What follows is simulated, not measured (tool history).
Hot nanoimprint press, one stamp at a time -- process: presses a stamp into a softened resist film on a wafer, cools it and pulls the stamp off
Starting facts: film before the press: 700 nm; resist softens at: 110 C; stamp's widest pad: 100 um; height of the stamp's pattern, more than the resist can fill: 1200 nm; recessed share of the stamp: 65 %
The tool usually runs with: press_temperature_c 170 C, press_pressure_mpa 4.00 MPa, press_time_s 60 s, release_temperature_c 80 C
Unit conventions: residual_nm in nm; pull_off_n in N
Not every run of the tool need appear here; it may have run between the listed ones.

Run 1, day 0.000: usual settings. Result: residual_nm 283.2 nm, pull_off_n 150 N.
Run 2, day 1.400: usual settings. Result: residual_nm 284.2 nm, pull_off_n 149 N.
Run 3, day 2.692: usual settings but press_pressure_mpa 6.15 MPa. Result: residual_nm 230.1 nm, pull_off_n 152 N.
Run 4, day 4.025: usual settings but press_pressure_mpa 2.60 MPa. Result: residual_nm 344.3 nm, pull_off_n 147 N.
Run 5, day 5.904: usual settings but release_temperature_c 72 C. Result: residual_nm 282.5 nm, pull_off_n 173 N.
Run 6, day 7.558: usual settings but release_temperature_c 72 C. Result: residual_nm 283.2 nm, pull_off_n 170 N.
Run 7, day 8.975: usual settings but press_time_s 36 s, release_temperature_c 72 C. Result: residual_nm 341.6 nm, pull_off_n 183 N.
Run 8, day 10.800: usual settings but press_time_s 36 s, release_temperature_c 72 C. Result: residual_nm 343.5 nm, pull_off_n 176 N.
Run 9, day 12.504: usual settings but press_time_s 36 s, release_temperature_c 72 C. Result: residual_nm 344.1 nm, pull_off_n 174 N.
Run 10, day 13.825: usual settings but press_time_s 36 s, release_temperature_c 72 C. Result: residual_nm 343.8 nm, pull_off_n 171 N.
Run 11, day 14.867: usual settings but release_temperature_c 67 C. Result: residual_nm 283.1 nm, pull_off_n 195 N.
Run 12, day 16.596: usual settings but press_time_s 40 s. Result: residual_nm 332.0 nm, pull_off_n 153 N.
Run 13, day 18.058: usual settings but press_time_s 42 s. Result: residual_nm 324.6 nm, pull_off_n 153 N.
At day 18.433: stamp cleaned and given a new release coat.
Run 14, day 19.838: usual settings. Result: residual_nm 284.7 nm, pull_off_n 147 N.
Run 15, day 21.062: usual settings. Result: residual_nm 283.0 nm, pull_off_n 152 N.
At day 22.208: plate thermocouple calibrated.
Run 16, day 22.704: usual settings but press_temperature_c 171 C, press_pressure_mpa 6.23 MPa, release_temperature_c 87 C. Result: residual_nm 216.7 nm, pull_off_n 129 N.
Run 17, day 24.604: usual settings but press_temperature_c 171 C, press_pressure_mpa 6.23 MPa, release_temperature_c 87 C. Result: residual_nm 216.2 nm, pull_off_n 120 N.
Run 18, day 25.604: usual settings but press_temperature_c 171 C, press_pressure_mpa 6.23 MPa, press_time_s 77 s, release_temperature_c 71 C. Result: residual_nm 193.1 nm, pull_off_n 173 N.
Run 19, day 27.438: usual settings but release_temperature_c 75 C. Result: residual_nm 283.5 nm, pull_off_n 166 N.
Run 20, day 28.638: usual settings but press_temperature_c 161 C, press_pressure_mpa 4.19 MPa, release_temperature_c 75 C. Result: residual_nm 438.6 nm, pull_off_n 171 N.
Run 21, day 30.438: usual settings but press_temperature_c 161 C, press_pressure_mpa 3.59 MPa, press_time_s 31 s, release_temperature_c 73 C. Result: residual_nm 537.3 nm, pull_off_n 176 N.
Run 22, day 31.342: usual settings but press_temperature_c 166 C, press_pressure_mpa 3.35 MPa, press_time_s 31 s, release_temperature_c 85 C. Result: residual_nm 461.9 nm, pull_off_n 129 N.
At day 33.279: press's hydraulic seals changed and the load cell set to zero.
Run 23, day 33.529: usual settings but press_temperature_c 159 C, press_pressure_mpa 3.35 MPa, press_time_s 31 s, release_temperature_c 77 C. Result: residual_nm 580.5 nm, pull_off_n 162 N.
Run 24, day 34.354: usual settings but press_temperature_c 159 C, press_pressure_mpa 3.35 MPa, press_time_s 31 s, release_temperature_c 77 C. Result: residual_nm 577.4 nm, pull_off_n 164 N.
Run 25, day 36.008: usual settings but press_temperature_c 173 C, press_pressure_mpa 2.82 MPa. Result: residual_nm 283.1 nm, pull_off_n 148 N.
Run 26, day 37.321: usual settings but press_temperature_c 169 C, press_pressure_mpa 3.08 MPa. Result: residual_nm 335.9 nm, pull_off_n 152 N.
Run 27, day 38.271: usual settings but press_temperature_c 169 C, press_pressure_mpa 3.08 MPa. Result: residual_nm 335.9 nm, pull_off_n 149 N.

What will run 28 give?
Run 28, day 39.112: usual settings but press_temperature_c 160 C, press_pressure_mpa 4.24 MPa, press_time_s 92 s, release_temperature_c 69 C. Result: residual_nm ?, pull_off_n ?.

residual_nm: 401.1 nm
pull_off_n: 195 N
Without the tool's hidden state the same run would have given residual_nm 401.4 nm, pull_off_n 193 N.
